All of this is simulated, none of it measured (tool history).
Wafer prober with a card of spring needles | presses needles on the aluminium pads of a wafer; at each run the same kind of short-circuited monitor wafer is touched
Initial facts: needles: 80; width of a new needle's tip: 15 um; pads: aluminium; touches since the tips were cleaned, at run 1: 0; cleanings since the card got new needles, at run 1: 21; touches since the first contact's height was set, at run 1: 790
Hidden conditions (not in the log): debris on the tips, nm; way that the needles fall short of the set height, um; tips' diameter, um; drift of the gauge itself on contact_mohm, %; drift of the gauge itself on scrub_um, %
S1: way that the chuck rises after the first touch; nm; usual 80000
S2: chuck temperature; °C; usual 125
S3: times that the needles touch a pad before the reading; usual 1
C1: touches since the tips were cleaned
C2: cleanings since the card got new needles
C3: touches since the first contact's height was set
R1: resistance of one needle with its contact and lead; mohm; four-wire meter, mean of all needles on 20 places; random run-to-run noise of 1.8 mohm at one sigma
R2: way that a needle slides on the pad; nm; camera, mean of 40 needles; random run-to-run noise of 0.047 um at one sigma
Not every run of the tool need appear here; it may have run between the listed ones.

run 1 day=0.000 | S1=80000 S2=125 S3=1 | C1=0 C2=21 C3=790 | R1=199 R2=15380
-- day=0.817 tips cleaned on abrasive film
-- day=1.492 tips cleaned on abrasive film
-- day=2.162 tips cleaned on abrasive film
-- day=3.000 tips cleaned on abrasive film
run 2 day=3.533 | S1=80000 S2=125 S3=1 | C1=7049 C2=25 C3=47229 | R1=259 R2=15260
-- day=3.704 tips cleaned on abrasive film
-- day=4.375 tips cleaned on abrasive film
-- day=5.204 tips cleaned on abrasive film
-- day=5.879 tips cleaned on abrasive film
run 3 day=6.521 | S1=80000 S2=125 S3=1 | C1=8491 C2=29 C3=86440 | R1=261 R2=15290
-- day=6.692 tips cleaned on abrasive film
-- day=7.529 tips cleaned on abrasive film
-- day=8.275 tips cleaned on abrasive film
run 4 day=8.275 | S1=80000 S2=125 S3=1 | C1=0 C2=32 C3=109434 | R1=197 R2=15200
-- day=9.112 tips cleaned on abrasive film
-- day=9.942 tips cleaned on abrasive film
-- day=10.750 tips cleaned on abrasive film
-- day=11.575 tips cleaned on abrasive film
run 5 day=11.658 | S1=80000 S2=125 S3=1 | C1=1102 C2=36 C3=153895 | R1=224 R2=15140
-- day=12.329 tips cleaned on abrasive film
-- day=13.158 tips cleaned on abrasive film
-- day=13.979 tips cleaned on abrasive film
run 6 day=14.617 | S1=68000 S2=125 S3=1 | C1=8429 C2=39 C3=192789 | R1=297 R2=12790
-- day=14.775 tips cleaned on abrasive film
-- day=14.954 height of the first contact set anew
-- day=15.458 tips cleaned on abrasive film
-- day=16.296 tips cleaned on abrasive film
-- day=16.971 tips cleaned on abrasive film
run 7 day=17.283 | S1=68000 S2=125 S3=1 | C1=4144 C2=43 C3=30579 | R1=274 R2=13030
-- day=17.779 tips cleaned on abrasive film
-- day=18.450 tips cleaned on abrasive film
-- day=19.125 tips cleaned on abrasive film
run 8 day=19.321 | S1=68000 S2=125 S3=1 | C1=2633 C2=46 C3=57342 | R1=253 R2=12940
-- day=19.808 tips cleaned on abrasive film
-- day=20.483 tips cleaned on abrasive film
-- day=21.154 tips cleaned on abrasive film
-- day=21.992 tips cleaned on abrasive film
run 9 day=22.496 | S1=63000 S2=75 S3=1 | C1=6645 C2=50 C3=99007 | R1=304 R2=11920
-- day=22.667 tips cleaned on abrasive film
-- day=23.338 tips cleaned on abrasive film
-- day=24.008 tips cleaned on abrasive film
run 10 day=24.417 | S1=91000 S2=89 S3=1 | C1=5391 C2=53 C3=124218 | R1=246 R2=17330
-- day=24.754 tips cleaned on abrasive film
-- day=25.425 tips cleaned on abrasive film
-- day=26.217 tips cleaned on abrasive film
run 11 day=26.217 | S1=64000 S2=48 S3=1 | C1=0 C2=56 C3=147835 | R1=190 R2=12100
-- day=26.892 tips cleaned on abrasive film
-- day=27.729 tips cleaned on abrasive film
run 12 day=27.829 | S1=61000 S2=125 S3=2 | C1=1306 C2=58 C3=168967 | R1=235 R2=11460
-- day=28.500 tips cleaned on abrasive film
-- day=29.304 tips cleaned on abrasive film
-- day=29.975 tips cleaned on abrasive film
-- day=29.988 height of the first contact set anew
-- day=30.817 tips cleaned on abrasive film
run 13 day=31.088 | S1=61000 S2=125 S3=2 | C1=3606 C2=62 C3=14470 | R1=251 R2=11780
-- day=31.596 tips cleaned on abrasive film
-- day=32.267 tips cleaned on abrasive film
-- day=32.938 tips cleaned on abrasive film
-- day=33.775 tips cleaned on abrasive film
run 14 day=33.854 | S1=92000 S2=86 S3=2 | C1=1020 C2=66 C3=50737 | R1=199 R2=17610
-- day=34.517 tips cleaned on abrasive film
-- day=35.333 tips cleaned on abrasive film
-- day=36.171 tips cleaned on abrasive film
-- day=37.012 tips cleaned on abrasive film
run 15 day=37.192 | S1=82000 S2=109 S3=2 | C1=2374 C2=70 C3=94584 | R1=218 R2=15570
-- day=37.846 tips cleaned on abrasive film
-- day=38.521 tips cleaned on abrasive film
-- day=39.329 tips cleaned on abrasive film
run 16 day=39.646 | S1=80000 S2=44 S3=1 | C1=4215 C2=73 C3=126846 | R1=261 R2=15170

4 options for the next run, each taken on its own from the tool as it stands now. Forecast them:
-- day=40.150 tips cleaned on abrasive film
-- day=40.979 tips cleaned on abrasive film
-- day=41.817 tips cleaned on abrasive film
run A day=42.304 | S1=95000 S2=125 S3=1 | C1=6443 C2=76 C3=161780 | R1=? R2=?
-- day=40.150 tips cleaned on abrasive film
-- day=40.979 tips cleaned on abrasive film
-- day=41.817 tips cleaned on abrasive film
run B day=42.304 | S1=93000 S2=32 S3=1 | C1=6443 C2=76 C3=161780 | R1=? R2=?
-- day=40.150 tips cleaned on abrasive film
-- day=40.979 tips cleaned on abrasive film
-- day=41.817 tips cleaned on abrasive film
run C day=42.304 | S1=97000 S2=44 S3=2 | C1=6443 C2=76 C3=161780 | R1=? R2=?
-- day=40.150 tips cleaned on abrasive film
-- day=40.979 tips cleaned on abrasive film
-- day=41.817 tips cleaned on abrasive film
run D day=42.304 | S1=80000 S2=44 S3=2 | C1=6443 C2=76 C3=161780 | R1=? R2=?

run=A R1=252 R2=17960
run=B R1=241 R2=17610
run=C R1=209 R2=18560
run=D R1=228 R2=15080
With no hidden state in the tool, these same runs would have given:
run=A R1=188 R2=18220
run=B R1=166 R2=17870
run=C R1=166 R2=18830
run=D R1=170 R2=15340

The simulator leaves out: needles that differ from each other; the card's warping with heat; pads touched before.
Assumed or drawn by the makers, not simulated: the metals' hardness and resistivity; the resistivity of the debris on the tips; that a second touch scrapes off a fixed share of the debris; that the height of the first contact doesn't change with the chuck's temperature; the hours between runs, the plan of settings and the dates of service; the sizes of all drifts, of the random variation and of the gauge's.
